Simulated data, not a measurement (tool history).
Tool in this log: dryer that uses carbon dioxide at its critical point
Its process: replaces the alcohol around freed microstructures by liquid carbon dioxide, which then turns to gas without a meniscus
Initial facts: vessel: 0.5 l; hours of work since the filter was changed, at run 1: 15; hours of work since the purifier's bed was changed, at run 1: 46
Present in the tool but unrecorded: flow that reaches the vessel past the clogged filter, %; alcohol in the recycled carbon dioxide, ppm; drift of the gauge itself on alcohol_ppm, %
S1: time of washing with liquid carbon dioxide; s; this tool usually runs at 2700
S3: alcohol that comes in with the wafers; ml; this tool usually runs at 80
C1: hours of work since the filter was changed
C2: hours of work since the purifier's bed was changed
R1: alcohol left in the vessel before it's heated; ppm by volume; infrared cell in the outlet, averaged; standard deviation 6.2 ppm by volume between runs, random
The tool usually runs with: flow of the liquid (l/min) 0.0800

{"run": 1, "hour": 0.0, "S1": 2700, "flow of the liquid (l/min)": 0.08, "S3": 80, "C1": 15, "C2": 46, "R1": 264}
{"run": 2, "hour": 12.2, "S1": 2700, "flow of the liquid (l/min)": 0.08, "S3": 80, "C1": 21, "C2": 52, "R1": 269}
{"run": 3, "hour": 25.2, "S1": 2700, "flow of the liquid (l/min)": 0.08, "S3": 80, "C1": 27, "C2": 59, "R1": 269}
{"run": 4, "hour": 36.1, "S1": 2700, "flow of the liquid (l/min)": 0.08, "S3": 80, "C1": 33, "C2": 64, "R1": 286}
{"run": 5, "hour": 48.0, "S1": 2700, "flow of the liquid (l/min)": 0.08, "S3": 80, "C1": 39, "C2": 70, "R1": 275}
{"run": 6, "hour": 57.0, "S1": 2700, "flow of the liquid (l/min)": 0.08, "S3": 80, "C1": 44, "C2": 75, "R1": 287}
{"run": 7, "hour": 71.7, "S1": 3900, "flow of the liquid (l/min)": 0.08, "S3": 80, "C1": 51, "C2": 82, "R1": 40}
{"run": 8, "hour": 83.3, "S1": 3900, "flow of the liquid (l/min)": 0.08, "S3": 80, "C1": 57, "C2": 88, "R1": 35}
{"run": 9, "hour": 92.4, "S1": 2700, "flow of the liquid (l/min)": 0.08, "S3": 80, "C1": 62, "C2": 93, "R1": 292}
{"run": 10, "hour": 102.0, "S1": 2700, "flow of the liquid (l/min)": 0.08, "S3": 80, "C1": 66, "C2": 98, "R1": 308}
{"run": 11, "hour": 115.9, "S1": 2700, "flow of the liquid (l/min)": 0.08, "S3": 80, "C1": 73, "C2": 105, "R1": 317}
{"run": 12, "hour": 126.2, "S1": 3060, "flow of the liquid (l/min)": 0.08, "S3": 80, "C1": 79, "C2": 110, "R1": 152}
{"run": 13, "hour": 138.2, "S1": 3060, "flow of the liquid (l/min)": 0.08, "S3": 80, "C1": 85, "C2": 116, "R1": 150}
{"run": 14, "hour": 145.5, "S1": 2700, "flow of the liquid (l/min)": 0.08, "S3": 80, "C1": 88, "C2": 120, "R1": 333}
{"run": 15, "hour": 155.5, "S1": 2700, "flow of the liquid (l/min)": 0.08, "S3": 80, "C1": 94, "C2": 125, "R1": 335}
{"run": 16, "hour": 163.3, "S1": 2700, "flow of the liquid (l/min)": 0.08, "S3": 80, "C1": 97, "C2": 129, "R1": 344}
{"run": 17, "hour": 171.5, "S1": 4320, "flow of the liquid (l/min)": 0.0625, "S3": 80, "C1": 102, "C2": 133, "R1": 85}
{"run": 18, "hour": 185.7, "S1": 1860, "flow of the liquid (l/min)": 0.1178, "S3": 80, "C1": 109, "C2": 140, "R1": 337}
{"run": 19, "hour": 195.2, "S1": 1860, "flow of the liquid (l/min)": 0.1178, "S3": 80, "C1": 114, "C2": 145, "R1": 342}
{"run": 20, "hour": 202.3, "S1": 3360, "flow of the liquid (l/min)": 0.077, "S3": 80, "C1": 117, "C2": 149, "R1": 118}
{"run": 21, "hour": 208.9, "S1": 2520, "flow of the liquid (l/min)": 0.08, "S3": 25, "C1": 121, "C2": 152, "R1": 184}
{"run": 22, "hour": 219.9, "S1": 2700, "flow of the liquid (l/min)": 0.1352, "S3": 40, "C1": 126, "C2": 157, "R1": 22}
{"run": 23, "hour": 227.5, "S1": 2700, "flow of the liquid (l/min)": 0.1352, "S3": 101, "C1": 130, "C2": 161, "R1": 29}
{"run": 24, "hour": 234.1, "S1": 2700, "flow of the liquid (l/min)": 0.1352, "S3": 101, "C1": 133, "C2": 165, "R1": 34}
{"run": 25, "hour": 248.3, "S1": 2700, "flow of the liquid (l/min)": 0.1352, "S3": 101, "C1": 141, "C2": 172, "R1": 32}
{"run": 26, "hour": 257.3, "S1": 2700, "flow of the liquid (l/min)": 0.1352, "S3": 101, "C1": 145, "C2": 176, "R1": 28}
{"run": 27, "hour": 272.8, "S1": 4020, "flow of the liquid (l/min)": 0.08, "S3": 22, "C1": 153, "C2": 184, "R1": 25}
{"run": 28, "hour": 280.8, "S1": 2700, "flow of the liquid (l/min)": 0.1359, "S3": 87, "C1": 157, "C2": 188, "R1": 27}
{"run": 29, "hour": 295.1, "S1": 1920, "flow of the liquid (l/min)": 0.08, "S3": 41, "C1": 164, "C2": 196, "R1": 1207}
{"run": 30, "hour": 308.5, "S1": 1920, "flow of the liquid (l/min)": 0.08, "S3": 41, "C1": 171, "C2": 202, "R1": 1236}
{"run": 31, "hour": 318.5, "S1": 3120, "flow of the liquid (l/min)": 0.0592, "S3": 31, "C1": 176, "C2": 207, "R1": 384}
{"run": 32, "hour": 326.0, "S1": 3120, "flow of the liquid (l/min)": 0.0592, "S3": 31, "C1": 180, "C2": 211, "R1": 390}

Each row is a separate what-if for the run after 32, all from the same tool condition, not one after another. Results?
{"run": "A", "hour": 341.3, "S1": 2640, "flow of the liquid (l/min)": 0.08, "S3": 80, "C1": 188, "C2": 219, "R1": "?"}
{"run": "B", "hour": 341.3, "S1": 2700, "flow of the liquid (l/min)": 0.0614, "S3": 80, "C1": 188, "C2": 219, "R1": "?"}
{"run": "C", "hour": 341.3, "S1": 2220, "flow of the liquid (l/min)": 0.0525, "S3": 40, "C1": 188, "C2": 219, "R1": "?"}
{"run": "D", "hour": 341.3, "S1": 3120, "flow of the liquid (l/min)": 0.0758, "S3": 31, "C1": 188, "C2": 219, "R1": "?"}
{"run": "E", "hour": 341.3, "S1": 2700, "flow of the liquid (l/min)": 0.0679, "S3": 80, "C1": 188, "C2": 219, "R1": "?"}

run=A R1=513
run=B R1=1694
run=C R1=3192
run=D R1=120
run=E R1=1068
Without the tool's hidden state the same runs would have given:
run=A R1=278
run=B R1=1069
run=C R1=2306
run=D R1=56
run=E R1=638
